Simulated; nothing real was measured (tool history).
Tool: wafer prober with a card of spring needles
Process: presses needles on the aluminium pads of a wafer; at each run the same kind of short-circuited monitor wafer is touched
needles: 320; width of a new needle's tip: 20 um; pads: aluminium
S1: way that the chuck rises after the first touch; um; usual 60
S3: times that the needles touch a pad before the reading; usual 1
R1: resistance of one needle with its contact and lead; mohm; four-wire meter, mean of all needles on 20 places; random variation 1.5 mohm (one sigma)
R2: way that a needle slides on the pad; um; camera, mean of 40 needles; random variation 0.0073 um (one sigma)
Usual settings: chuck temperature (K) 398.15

Run 1, hour 0.0: usual settings. Result: R1 193 mohm, R2 13.973 um.
At hour 27.6: tips cleaned on abrasive film.
At hour 35.8: height of the first contact set anew.
At hour 62.8: tips cleaned on abrasive film.
Run 2, hour 92.0: usual settings. Result: R1 216 mohm, R2 14.070 um.
At hour 96.8: tips cleaned on abrasive film.
At hour 130.2: tips cleaned on abrasive film.
Run 3, hour 145.6: usual settings. Result: R1 195 mohm, R2 14.076 um.
At hour 165.4: tips cleaned on abrasive film.
At hour 199.6: tips cleaned on abrasive film.
Run 4, hour 215.8: usual settings but chuck temperature (K) 336.15. Result: R1 196 mohm, R2 14.031 um.
At hour 235.1: tips cleaned on abrasive film.
At hour 273.4: tips cleaned on abrasive film.
Run 5, hour 300.2: usual settings but chuck temperature (K) 336.15. Result: R1 214 mohm, R2 14.013 um.
At hour 307.6: tips cleaned on abrasive film.
At hour 343.9: tips cleaned on abrasive film.
At hour 379.3: tips cleaned on abrasive film.
Run 6, hour 379.6: usual settings but chuck temperature (K) 336.15. Result: R1 139 mohm, R2 13.979 um.
At hour 412.8: tips cleaned on abrasive film.
At hour 445.6: tips cleaned on abrasive film.
Run 7, hour 445.6: usual settings but chuck temperature (K) 336.15. Result: R1 138 mohm, R2 13.942 um.
At hour 478.5: tips cleaned on abrasive film.
At hour 500.2: height of the first contact set anew.
At hour 513.9: tips cleaned on abrasive film.
Run 8, hour 520.4: usual settings but chuck temperature (K) 336.15. Result: R1 173 mohm, R2 14.085 um.
At hour 546.3: tips cleaned on abrasive film.
At hour 582.9: tips cleaned on abrasive film.
Run 9, hour 597.3: usual settings but chuck temperature (K) 336.15. Result: R1 200 mohm, R2 14.039 um.
At hour 615.9: tips cleaned on abrasive film.
Run 10, hour 645.1: usual settings but chuck temperature (K) 336.15. Result: R1 224 mohm, R2 14.036 um.
At hour 651.6: tips cleaned on abrasive film.
At hour 684.2: tips cleaned on abrasive film.
At hour 716.6: tips cleaned on abrasive film.
Run 11, hour 717.0: usual settings but chuck temperature (K) 336.15. Result: R1 141 mohm, R2 14.008 um.
At hour 754.1: tips cleaned on abrasive film.
At hour 791.2: tips cleaned on abrasive film.
Run 12, hour 792.5: usual settings but chuck temperature (K) 336.15. Result: R1 151 mohm, R2 13.978 um.
At hour 827.6: tips cleaned on abrasive film.
At hour 861.9: tips cleaned on abrasive film.
Run 13, hour 864.9: usual settings but chuck temperature (K) 336.15. Result: R1 150 mohm, R2 13.962 um.
At hour 899.3: tips cleaned on abrasive film.
At hour 934.6: tips cleaned on abrasive film.
Run 14, hour 934.6: usual settings but chuck temperature (K) 336.15. Result: R1 140 mohm, R2 13.949 um.
At hour 963.1: height of the first contact set anew.
At hour 969.3: tips cleaned on abrasive film.
Run 15, hour 973.3: usual settings but chuck temperature (K) 336.15. Result: R1 160 mohm, R2 14.087 um.
At hour 1007.0: tips cleaned on abrasive film.
Run 16, hour 1029.7: usual settings but S1 63 um, chuck temperature (K) 306.15, S3 2. Result: R1 172 mohm, R2 14.771 um.
At hour 1042.7: tips cleaned on abrasive film.
At hour 1079.5: tips cleaned on abrasive film.
Run 17, hour 1088.1: usual settings but S1 63 um, chuck temperature (K) 306.15, S3 2. Result: R1 153 mohm, R2 14.739 um.
At hour 1118.3: tips cleaned on abrasive film.
Run 18, hour 1147.9: usual settings but S1 41 um, chuck temperature (K) 330.15. Result: R1 318 mohm, R2 9.567 um.
At hour 1156.0: tips cleaned on abrasive film.
At hour 1188.2: tips cleaned on abrasive film.
Run 19, hour 1211.5: usual settings but S1 41 um, chuck temperature (K) 330.15. Result: R1 301 mohm, R2 9.552 um.
At hour 1226.4: tips cleaned on abrasive film.
At hour 1261.6: tips cleaned on abrasive film.
Run 20, hour 1284.9: usual settings but S1 47 um, chuck temperature (K) 348.15, S3 2. Result: R1 208 mohm, R2 10.943 um.
At hour 1299.6: tips cleaned on abrasive film.
At hour 1337.3: tips cleaned on abrasive film.
Run 21, hour 1368.8: usual settings but S1 54 um, chuck temperature (K) 310.15. Result: R1 251 mohm, R2 12.570 um.
At hour 1373.9: tips cleaned on abrasive film.
At hour 1411.6: tips cleaned on abrasive film.
At hour 1427.2: height of the first contact set anew.
Run 22, hour 1427.7: usual settings but S1 54 um, chuck temperature (K) 339.15, S3 3. Result: R1 162 mohm, R2 12.682 um.
At hour 1444.9: tips cleaned on abrasive film.
Run 23, hour 1468.1: usual settings but S1 54 um, chuck temperature (K) 339.15, S3 3. Result: R1 174 mohm, R2 12.674 um.
At hour 1478.2: tips cleaned on abrasive film.
At hour 1510.8: tips cleaned on abrasive film.
At hour 1543.2: tips cleaned on abrasive film.
Run 24, hour 1543.2: usual settings but S1 54 um, chuck temperature (K) 326.15, S3 3. Result: R1 137 mohm, R2 12.641 um.
At hour 1579.0: tips cleaned on abrasive film.
Run 25, hour 1604.3: usual settings but S1 64 um, chuck temperature (K) 311.15. Result: R1 205 mohm, R2 14.977 um.
At hour 1611.1: tips cleaned on abrasive film.
At hour 1645.6: tips cleaned on abrasive film.
Run 26, hour 1652.9: usual settings but S1 78 um, chuck temperature (K) 367.15. Result: R1 159 mohm, R2 18.247 um.
At hour 1680.5: tips cleaned on abrasive film.
At hour 1716.8: tips cleaned on abrasive film.
Run 27, hour 1741.8: usual settings but S1 48 um, chuck temperature (K) 358.15, S3 2. Result: R1 218 mohm, R2 11.175 um.
At hour 1749.9: tips cleaned on abrasive film.
At hour 1787.1: tips cleaned on abrasive film.
Run 28, hour 1808.5: usual settings but S1 72 um, chuck temperature (K) 316.15, S3 2. Result: R1 165 mohm, R2 16.805 um.
At hour 1823.3: tips cleaned on abrasive film.
At hour 1860.1: tips cleaned on abrasive film.
Run 29, hour 1878.1: usual settings but S1 72 um, chuck temperature (K) 316.15, S3 2. Result: R1 158 mohm, R2 16.774 um.

Hidden state or all else? Some run-to-run changes of R1, split into what the settings, what came in and random variation would give without the hidden state, and what is left for the hidden state (with any gauge scatter that isn't in both results):
The hidden state here: debris on the tips, nm; way that the needles fall short of the set height, um; tips' diameter, um; drift of the gauge itself on contact_mohm, %; drift of the gauge itself on scrub_um, %.
Run 17 -> 18: S1 63 -> 41, chuck temperature (K) 306.15 -> 330.15, S3 2 -> 1, tips cleaned on abrasive film. R1 +165 mohm: hidden state +153, all else +12.
Run 19 -> 20: S1 41 -> 47, chuck temperature (K) 330.15 -> 348.15, S3 1 -> 2, tips cleaned on abrasive film, tips cleaned on abrasive film. R1 -93 mohm: hidden state -92, all else -1.

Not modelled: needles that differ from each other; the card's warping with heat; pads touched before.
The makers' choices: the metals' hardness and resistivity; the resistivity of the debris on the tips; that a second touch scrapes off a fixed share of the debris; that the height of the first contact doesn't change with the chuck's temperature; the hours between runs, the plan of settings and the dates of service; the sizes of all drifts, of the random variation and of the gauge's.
